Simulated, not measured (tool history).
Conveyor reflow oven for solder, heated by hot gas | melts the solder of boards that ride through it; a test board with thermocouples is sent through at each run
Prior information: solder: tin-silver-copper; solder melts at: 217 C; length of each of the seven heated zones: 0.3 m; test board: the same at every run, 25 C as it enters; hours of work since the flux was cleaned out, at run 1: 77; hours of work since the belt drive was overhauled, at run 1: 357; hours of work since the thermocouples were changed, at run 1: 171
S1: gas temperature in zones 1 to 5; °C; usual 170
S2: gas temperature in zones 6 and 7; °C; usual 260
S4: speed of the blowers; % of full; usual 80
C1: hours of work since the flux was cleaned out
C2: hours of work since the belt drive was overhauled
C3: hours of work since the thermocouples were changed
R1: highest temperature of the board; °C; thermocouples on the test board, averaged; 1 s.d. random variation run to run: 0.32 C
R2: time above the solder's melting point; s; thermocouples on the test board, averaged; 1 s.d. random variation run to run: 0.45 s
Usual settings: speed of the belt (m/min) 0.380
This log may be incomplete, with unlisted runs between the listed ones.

Run 1, hour 0.0: usual settings; C1 77; C2 357; C3 171. Result: R1 245.6 °C, R2 63.8 s.
Run 2, hour 6.8: usual settings; C1 79; C2 360; C3 173. Result: R1 246.1 °C, R2 63.4 s.
Run 3, hour 19.8: usual settings; C1 85; C2 366; C3 179. Result: R1 245.8 °C, R2 64.1 s.
Run 4, hour 31.7: usual settings; C1 90; C2 370; C3 184. Result: R1 245.8 °C, R2 63.6 s.
Run 5, hour 41.3: usual settings; C1 94; C2 374; C3 188. Result: R1 245.4 °C, R2 64.3 s.
Run 6, hour 48.0: usual settings; C1 96; C2 377; C3 190. Result: R1 245.2 °C, R2 63.2 s.
Run 7, hour 60.1: usual settings; C1 101; C2 382; C3 195. Result: R1 245.9 °C, R2 64.2 s.
Run 8, hour 69.8: usual settings but S2 275 °C; C1 105; C2 386; C3 200. Result: R1 259.0 °C, R2 74.9 s.
Run 9, hour 82.9: usual settings but S2 275 °C, speed of the belt (m/min) 0.314; C1 111; C2 392; C3 205. Result: R1 264.5 °C, R2 96.9 s.
Run 10, hour 90.8: usual settings but S1 176 °C; C1 114; C2 395; C3 208. Result: R1 246.8 °C, R2 66.2 s.
Run 11, hour 103.7: usual settings; C1 120; C2 400; C3 214. Result: R1 245.4 °C, R2 62.9 s.
Run 12, hour 114.2: usual settings but S2 268 °C, speed of the belt (m/min) 0.412, S4 78 % of full; C1 124; C2 405; C3 218. Result: R1 249.4 °C, R2 61.6 s.
At hour 120.3: flux residue cleaned out of gas plates and filters.
Run 13, hour 127.0: usual settings but S2 268 °C, speed of the belt (m/min) 0.412, S4 78 % of full; C1 3; C2 408; C3 221. Result: R1 249.4 °C, R2 60.5 s.
Run 14, hour 139.0: usual settings but S2 268 °C, speed of the belt (m/min) 0.412, S4 78 % of full; C1 8; C2 413; C3 226. Result: R1 249.4 °C, R2 59.8 s.
Run 15, hour 151.8: usual settings but S1 180 °C, S2 258 °C, speed of the belt (m/min) 0.337, S4 65 % of full; C1 13; C2 418; C3 231. Result: R1 246.8 °C, R2 78.2 s.
At hour 160.4: flux residue cleaned out of gas plates and filters, once more.
Run 16, hour 169.2: usual settings but S1 180 °C, S2 255 °C, speed of the belt (m/min) 0.319, S4 73 % of full; C1 4; C2 423; C3 237. Result: R1 246.9 °C, R2 85.0 s.
Run 17, hour 182.0: usual settings but S1 182 °C, speed of the belt (m/min) 0.394; C1 9; C2 429; C3 242. Result: R1 247.1 °C, R2 68.4 s.
Run 18, hour 192.0: usual settings but S1 182 °C, speed of the belt (m/min) 0.394; C1 13; C2 433; C3 246. Result: R1 247.2 °C, R2 67.9 s.
Run 19, hour 202.3: usual settings but S1 182 °C, speed of the belt (m/min) 0.394; C1 17; C2 437; C3 250. Result: R1 247.2 °C, R2 67.7 s.
Run 20, hour 214.9: usual settings but S1 182 °C, speed of the belt (m/min) 0.394; C1 23; C2 442; C3 255. Result: R1 247.0 °C, R2 68.2 s.
Run 21, hour 228.9: usual settings but S2 251 °C, S4 72 % of full; C1 28; C2 448; C3 261. Result: R1 237.4 °C, R2 52.4 s.
Run 22, hour 241.9: usual settings but S1 183 °C, S2 256 °C, speed of the belt (m/min) 0.424, S4 52 % of full; C1 34; C2 453; C3 267. Result: R1 237.4 °C, R2 49.0 s.

Below, some changes in R1 between adjacent runs. For each, the amount present without the hidden state too (settings, incoming material, random variation) and the amount remaining for the hidden state with gauge scatter not shared by both compared results:
Hidden conditions of the tool in this case: heat that the gas passes to the board, % of a clean oven's; belt's true speed, % of the reading; true gas temperature in zones 6 and 7 over the reading, C; drift of the gauge itself on peak_c, C; drift of the gauge itself on liquid_s, %.
Run 7 -> 8: S2 260 -> 275. R1 +13.1 °C: hidden state -0.1, all else +13.2.
Run 9 -> 10: S1 170 -> 176, S2 275 -> 260, speed of the belt (m/min) 0.314 -> 0.380. R1 -17.7 °C: hidden state -0.1, all else -17.6.
Run 12 -> 13: flux residue cleaned out of gas plates and filters. R1 +0.0 °C: hidden state -0.5, all else +0.5.
Run 15 -> 16: S2 258 -> 255, speed of the belt (m/min) 0.337 -> 0.319, S4 65 -> 73, flux residue cleaned out of gas plates and filters, once more. R1 +0.1 °C: hidden state +0.6, all else -0.5.
